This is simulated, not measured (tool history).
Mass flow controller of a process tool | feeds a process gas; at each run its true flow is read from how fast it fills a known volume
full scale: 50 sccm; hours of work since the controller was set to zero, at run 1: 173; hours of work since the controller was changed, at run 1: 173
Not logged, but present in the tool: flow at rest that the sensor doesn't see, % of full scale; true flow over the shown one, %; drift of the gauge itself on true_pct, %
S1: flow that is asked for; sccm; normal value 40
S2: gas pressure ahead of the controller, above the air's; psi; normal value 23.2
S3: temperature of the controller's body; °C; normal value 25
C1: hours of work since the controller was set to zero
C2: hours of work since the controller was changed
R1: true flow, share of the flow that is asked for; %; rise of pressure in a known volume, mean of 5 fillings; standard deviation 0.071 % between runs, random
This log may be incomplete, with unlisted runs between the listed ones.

run	hour	S1	S2	S3	C1	C2	R1
1	0.0	40	23.2	25	173	173	99.75
2	131.7	40	23.2	25	261	261	99.77
3	226.5	40	23.2	24	324	324	99.72
4	301.0	40	23.2	24	374	374	99.66
5	449.7	40	23.2	25	473	473	99.62
6	522.7	20	23.2	25	521	521	99.11
7	616.7	20	23.2	25	584	584	99.04
8	701.4	20	23.2	25	640	640	98.96
9	828.9	40	38.4	25	725	725	99.48
# hour 838.9: controller's zero set anew
10	933.6	40	23.2	25	63	795	99.50
11	1060.4	8	23.2	25	147	879	97.56
12	1186.2	40	23.2	25	231	963	99.44
# hour 1220.6: controller's zero set anew, once more
13	1252.7	9	29.3	30	21	1007	98.93
14	1371.5	29	25.5	20	101	1086	99.09
15	1433.6	29	23.2	36	142	1127	99.57
16	1551.9	29	23.2	36	221	1206	99.66
17	1684.5	29	23.2	36	309	1294	99.61
18	1754.4	40	30.3	25	355	1341	99.49
19	1874.8	40	22.3	25	436	1421	99.58
20	1943.3	19	24.5	25	481	1467	98.94
21	2092.7	40	22.9	25	581	1566	99.54
22	2179.2	40	22.9	25	638	1624	99.63
23	2326.4	42	21.2	37	736	1722	100.04

Take each entry between the runs: how does the hidden state at the last listed run before it differ from the hidden state at the first listed run after it?
After run 9, before run 10: controller's zero set anew (hour 838.9)
  flow at rest that the sensor doesn't see, % of full scale: -0.126 -> -0.191; true flow over the shown one, %: -0.05 -> -0.06
  measured minus no-state result, R1: -0.21 -> -0.29 %
After run 12, before run 13: controller's zero set anew, once more (hour 1220.6)
  flow at rest that the sensor doesn't see, % of full scale: -0.214 -> -0.037
  measured minus no-state result, R1: -0.34 -> -0.29 %
